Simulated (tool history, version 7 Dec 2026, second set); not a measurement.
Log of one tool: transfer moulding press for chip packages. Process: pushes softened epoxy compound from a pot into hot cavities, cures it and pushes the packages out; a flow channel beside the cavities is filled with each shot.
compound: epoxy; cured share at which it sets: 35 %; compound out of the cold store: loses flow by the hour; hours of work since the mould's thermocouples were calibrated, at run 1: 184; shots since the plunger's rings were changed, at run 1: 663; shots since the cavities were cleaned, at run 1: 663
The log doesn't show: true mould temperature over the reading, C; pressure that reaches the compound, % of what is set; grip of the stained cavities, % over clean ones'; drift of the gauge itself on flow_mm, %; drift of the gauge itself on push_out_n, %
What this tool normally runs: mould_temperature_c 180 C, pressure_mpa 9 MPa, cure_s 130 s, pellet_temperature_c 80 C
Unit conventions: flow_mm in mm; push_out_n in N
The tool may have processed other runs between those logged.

| run | hour | mould_temperature_c | pressure_mpa | cure_s | pellet_temperature_c | hours of work since the mould's thermocouples were calibrated | shots since the plunger's rings were changed | shots since the cavities were cleaned | incoming compound's hours out of the cold store | flow_mm | push_out_n |
|---|---|---|---|---|---|---|---|---|---|---|---|
| 1 | 0 | 180 | 9 | 130 | 80 | 184 | 663 | 663 | 22.3 | 832 | 829 |
|  | 32.7 | cavities cleaned with cleaning compound and waxed |
| 2 | 54.4 | 180 | 9 | 130 | 80 | 208 | 984 | 132 | 27.6 | 811 | 583 |
| 3 | 107.4 | 180 | 9 | 130 | 87 | 231 | 1306 | 454 | 22.8 | 815 | 777 |
|  | 175.7 | cavities cleaned with cleaning compound and waxed |
| 4 | 187.4 | 180 | 9 | 130 | 87 | 266 | 1782 | 71 | 31.2 | 791 | 516 |
| 5 | 228.8 | 180 | 9 | 126 | 80 | 284 | 2032 | 321 | 27.6 | 788 | 736 |
|  | 236.3 | mould's thermocouples calibrated |
| 6 | 266.7 | 180 | 9 | 130 | 80 | 14 | 2250 | 539 | 19.2 | 820 | 783 |
| 7 | 300.3 | 180 | 9.73 | 130 | 80 | 28 | 2454 | 743 | 39.5 | 790 | 839 |
|  | 318.4 | cavities cleaned with cleaning compound and waxed |
| 8 | 350.5 | 180 | 9.73 | 130 | 80 | 50 | 2749 | 194 | 30.8 | 811 | 627 |
| 9 | 418 | 187 | 9.01 | 141 | 84 | 80 | 3159 | 604 | 38.9 | 726 | 710 |
|  | 461.8 | cavities cleaned with cleaning compound and waxed |
| 10 | 461.9 | 185 | 9 | 130 | 72 | 99 | 3416 | 1 | 29.4 | 758 | 434 |
| 11 | 511.3 | 185 | 9 | 140 | 85 | 121 | 3716 | 301 | 43.6 | 710 | 625 |
| 12 | 573.7 | 185 | 8.85 | 150 | 73 | 149 | 4094 | 679 | 46.2 | 697 | 759 |
|  | 601.7 | cavities cleaned with cleaning compound and waxed |
| 13 | 608.7 | 185 | 8.85 | 150 | 73 | 163 | 4297 | 42 | 38.7 | 710 | 471 |
|  | 637 | mould's thermocouples calibrated, once more |
| 14 | 670.2 | 187 | 7.98 | 112 | 79 | 15 | 4658 | 403 | 45.7 | 651 | 720 |
| 15 | 707.5 | 187 | 7.98 | 112 | 79 | 31 | 4884 | 629 | 11.8 | 730 | 799 |

Below, some changes in flow_mm between adjacent runs. For each, the amount present without the hidden state too (settings, incoming material, random variation) and the amount remaining for the hidden state with gauge scatter not shared by both compared results:
Run 8 -> 9: mould_temperature_c 180 -> 187, pressure_mpa 9.73 -> 9.01, cure_s 130 -> 141, pellet_temperature_c 80 -> 84. flow_mm -85 mm: hidden state -2, all else -83.
Run 14 -> 15: no setting changed, nothing entered. flow_mm +79 mm: hidden state -11, all else +90.
